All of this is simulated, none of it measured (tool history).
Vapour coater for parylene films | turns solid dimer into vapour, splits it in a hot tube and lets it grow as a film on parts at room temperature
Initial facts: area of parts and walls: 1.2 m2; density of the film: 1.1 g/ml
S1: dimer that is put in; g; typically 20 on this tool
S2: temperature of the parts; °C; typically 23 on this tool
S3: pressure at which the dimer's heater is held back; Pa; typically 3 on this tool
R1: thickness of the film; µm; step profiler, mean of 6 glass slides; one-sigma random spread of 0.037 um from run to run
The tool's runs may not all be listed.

run	day	S1	S2	S3	R1
1	0	20	23	3	7.99
# day 0.425: trap's valve overhauled
2	0.779	20	23	3	8.79
3	1.412	20	23	3	8.78
4	2.05	20	23	3	8.79
5	2.558	14	23	3	6.19
6	2.921	14	23	3	6.12
7	3.262	14	23	3	6.13
8	3.617	14	23	3	6.14
9	4.258	14	23	3	6.13
10	4.538	20	19	3	9.41
11	4.946	20	19	3	9.28
12	5.458	20	19	3	9.3
13	5.762	20	19	3	9.3
14	6.338	20	19	3	9.29
15	6.858	20	19	3	9.18
16	7.233	20	19	3	9.24
17	7.617	20	23	2.66	8.95
18	8.142	9	16	6.53	3.83
19	8.529	9	16	6.53	3.83
20	8.8	36	19	3.68	16.03
21	9.396	20	22	2.59	9.06
22	9.858	14	18	2.6	6.75
23	10.388	14	18	2.6	6.75
24	10.792	20	23	2.17	9.09
25	11.408	9	16	2.17	4.6
26	11.829	30	22	3.96	12.5
27	12.204	30	22	3.96	12.56
28	12.558	12	27	2.32	5.03
29	13.05	29	23	3	12.48
30	13.538	14	22	3	6.09
31	14.162	26	33	5.72	8.46
32	14.725	20	30	2.34	8.03
33	15.054	20	30	2.34	8.01
34	15.362	13	29	5.74	4.53

Pick out some run-to-run changes in R1. Of each, how much would a tool without hidden state show as well, from the settings, what came in and chance, and how much is left for the hidden state and any gauge scatter not in both results compared?
Hidden state present: vapour lost through the trap's worn valve, %; true temperature of the parts over the reading, C; drift of the gauge itself on film_um, %.
Run 1 -> 2: trap's valve overhauled. R1 +0.8 µm: hidden state +0.82, all else -0.02.
Run 19 -> 20: S1 9 -> 36, S2 16 -> 19, S3 6.53 -> 3.68. R1 +12.2 µm: hidden state -0.24, all else +12.44.
Run 25 -> 26: S1 9 -> 30, S2 16 -> 22, S3 2.17 -> 3.96. R1 +7.9 µm: hidden state -0.22, all else +8.12.
Run 27 -> 28: S1 30 -> 12, S2 22 -> 27, S3 3.96 -> 2.32. R1 -7.53 µm: hidden state +0.2, all else -7.73.
